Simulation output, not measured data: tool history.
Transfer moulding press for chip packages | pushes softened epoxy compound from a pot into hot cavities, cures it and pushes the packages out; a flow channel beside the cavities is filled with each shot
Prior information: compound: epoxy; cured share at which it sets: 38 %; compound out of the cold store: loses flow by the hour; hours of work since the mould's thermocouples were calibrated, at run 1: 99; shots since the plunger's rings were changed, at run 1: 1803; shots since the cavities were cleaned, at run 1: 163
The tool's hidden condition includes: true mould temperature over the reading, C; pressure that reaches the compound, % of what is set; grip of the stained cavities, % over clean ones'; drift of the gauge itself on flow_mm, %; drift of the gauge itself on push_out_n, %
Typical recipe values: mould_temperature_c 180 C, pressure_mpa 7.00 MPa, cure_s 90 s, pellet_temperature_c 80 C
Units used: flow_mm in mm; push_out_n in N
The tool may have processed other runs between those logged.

| run | day | mould_temperature_c | pressure_mpa | cure_s | pellet_temperature_c | hours of work since the mould's thermocouples were calibrated | shots since the plunger's rings were changed | shots since the cavities were cleaned | incoming compound's hours out of the cold store | flow_mm | push_out_n |
|---|---|---|---|---|---|---|---|---|---|---|---|
| 1 | 0.000 | 180 | 7.00 | 90 | 80 | 99 | 1803 | 163 | 16.8 | 628.2 | 586 |
| 2 | 2.954 | 180 | 7.00 | 90 | 80 | 133 | 2490 | 850 | 28.3 | 602.9 | 738 |
|  | 3.500 | cavities cleaned with cleaning compound and waxed |
|  | 4.071 | plunger's sealing rings changed |
| 3 | 5.325 | 180 | 7.00 | 90 | 80 | 158 | 292 | 400 | 9.4 | 649.9 | 932 |
| 4 | 7.050 | 180 | 7.00 | 90 | 79 | 177 | 694 | 802 | 23.2 | 621.4 | 915 |
|  | 7.746 | cavities cleaned with cleaning compound and waxed |
| 5 | 9.362 | 180 | 7.00 | 118 | 80 | 203 | 1218 | 377 | 20.1 | 626.2 | 449 |
|  | 10.654 | cavities cleaned with cleaning compound and waxed, once more |
| 6 | 10.883 | 180 | 7.00 | 118 | 80 | 219 | 1557 | 54 | 8.9 | 649.2 | 351 |
| 7 | 12.367 | 180 | 7.00 | 90 | 80 | 236 | 1902 | 399 | 12.9 | 637.6 | 686 |
|  | 14.838 | cavities cleaned with cleaning compound and waxed |
| 8 | 15.100 | 180 | 7.00 | 90 | 80 | 267 | 2524 | 61 | 38.9 | 583.8 | 511 |
|  | 16.038 | plunger's sealing rings changed |
| 9 | 18.433 | 180 | 7.00 | 90 | 80 | 303 | 557 | 812 | 9.3 | 653.3 | 767 |
|  | 19.088 | cavities cleaned with cleaning compound and waxed |
| 10 | 21.350 | 182 | 7.00 | 90 | 80 | 335 | 1222 | 527 | 25.7 | 609.7 | 628 |
|  | 23.208 | cavities cleaned with cleaning compound and waxed |
| 11 | 24.621 | 180 | 7.00 | 90 | 80 | 372 | 1968 | 328 | 16.2 | 632.5 | 669 |
|  | 27.542 | cavities cleaned with cleaning compound and waxed |
| 12 | 27.717 | 180 | 7.00 | 90 | 80 | 406 | 2675 | 41 | 26.7 | 609.2 | 517 |
|  | 28.092 | plunger's sealing rings changed |
| 13 | 30.667 | 180 | 7.00 | 90 | 80 | 439 | 600 | 703 | 10.0 | 650.6 | 793 |
|  | 31.862 | cavities cleaned with cleaning compound and waxed |
| 14 | 33.192 | 180 | 7.00 | 90 | 80 | 467 | 1173 | 309 | 15.9 | 638.8 | 658 |
|  | 36.154 | cavities cleaned with cleaning compound and waxed |
| 15 | 36.200 | 180 | 7.00 | 90 | 73 | 500 | 1859 | 11 | 40.2 | 586.0 | 506 |
| 16 | 38.675 | 180 | 7.00 | 90 | 73 | 528 | 2435 | 587 | 35.1 | 593.8 | 746 |
|  | 39.946 | plunger's sealing rings changed |
|  | 40.446 | cavities cleaned with cleaning compound and waxed |
| 17 | 40.729 | 172 | 7.00 | 82 | 80 | 549 | 168 | 66 | 28.0 | 641.5 | 1171 |
| 18 | 42.912 | 176 | 7.00 | 103 | 81 | 574 | 676 | 574 | 43.5 | 595.6 | 686 |
|  | 44.567 | cavities cleaned with cleaning compound and waxed |
| 19 | 44.788 | 183 | 6.87 | 116 | 81 | 595 | 1097 | 51 | 10.0 | 633.8 | 355 |
| 20 | 46.825 | 183 | 6.87 | 116 | 81 | 618 | 1572 | 526 | 39.1 | 573.9 | 466 |
|  | 48.750 | cavities cleaned with cleaning compound and waxed |
| 21 | 49.946 | 183 | 6.87 | 116 | 81 | 653 | 2283 | 278 | 11.3 | 626.2 | 402 |
| 22 | 51.375 | 174 | 5.30 | 128 | 78 | 669 | 2616 | 611 | 34.3 | 534.6 | 564 |
|  | 51.946 | plunger's sealing rings changed |
|  | 53.025 | cavities cleaned with cleaning compound and waxed |
| 23 | 54.833 | 174 | 5.30 | 71 | 89 | 706 | 657 | 420 | 34.5 | 541.4 | 1704 |
|  | 57.221 | cavities cleaned with cleaning compound and waxed |
| 24 | 57.804 | 174 | 5.95 | 71 | 87 | 739 | 1334 | 136 | 33.4 | 571.5 | 1430 |
|  | 58.117 | mould's thermocouples calibrated |
| 25 | 60.946 | 174 | 6.79 | 71 | 86 | 32 | 2046 | 848 | 24.6 | 622.2 | 1783 |
|  | 61.417 | cavities cleaned with cleaning compound and waxed |
| 26 | 63.754 | 186 | 7.00 | 129 | 80 | 63 | 2685 | 544 | 27.0 | 587.3 | 466 |
|  | 64.067 | plunger's sealing rings changed |
|  | 65.804 | cavities cleaned with cleaning compound and waxed |
| 27 | 66.542 | 178 | 7.00 | 90 | 78 | 93 | 562 | 172 | 10.5 | 655.3 | 678 |
| 28 | 68.712 | 178 | 7.00 | 90 | 78 | 118 | 1067 | 677 | 8.6 | 656.7 | 875 |

Below are 3 alternative next runs, each starting from the tool's condition after run 28. Predict each:
|  | 70.033 | cavities cleaned with cleaning compound and waxed |
| A | 71.221 | 183 | 7.00 | 90 | 78 | 145 | 1637 | 277 | 33.8 | ? | ? |
|  | 70.033 | cavities cleaned with cleaning compound and waxed |
| B | 71.221 | 178 | 6.57 | 91 | 78 | 145 | 1637 | 277 | 9.8 | ? | ? |
|  | 70.033 | cavities cleaned with cleaning compound and waxed |
| C | 71.221 | 182 | 7.41 | 90 | 77 | 145 | 1637 | 277 | 42.4 | ? | ? |

| run | flow_mm | push_out_n |
|---|---|---|
| A | 587.9 | 518 |
| B | 632.3 | 735 |
| C | 592.3 | 526 |
With the hidden condition removed and each run's random variation left untouched, the same runs would have given:
| run | flow_mm | push_out_n |
|---|---|---|
| A | 592.5 | 398 |
| B | 636.9 | 551 |
| C | 596.9 | 402 |

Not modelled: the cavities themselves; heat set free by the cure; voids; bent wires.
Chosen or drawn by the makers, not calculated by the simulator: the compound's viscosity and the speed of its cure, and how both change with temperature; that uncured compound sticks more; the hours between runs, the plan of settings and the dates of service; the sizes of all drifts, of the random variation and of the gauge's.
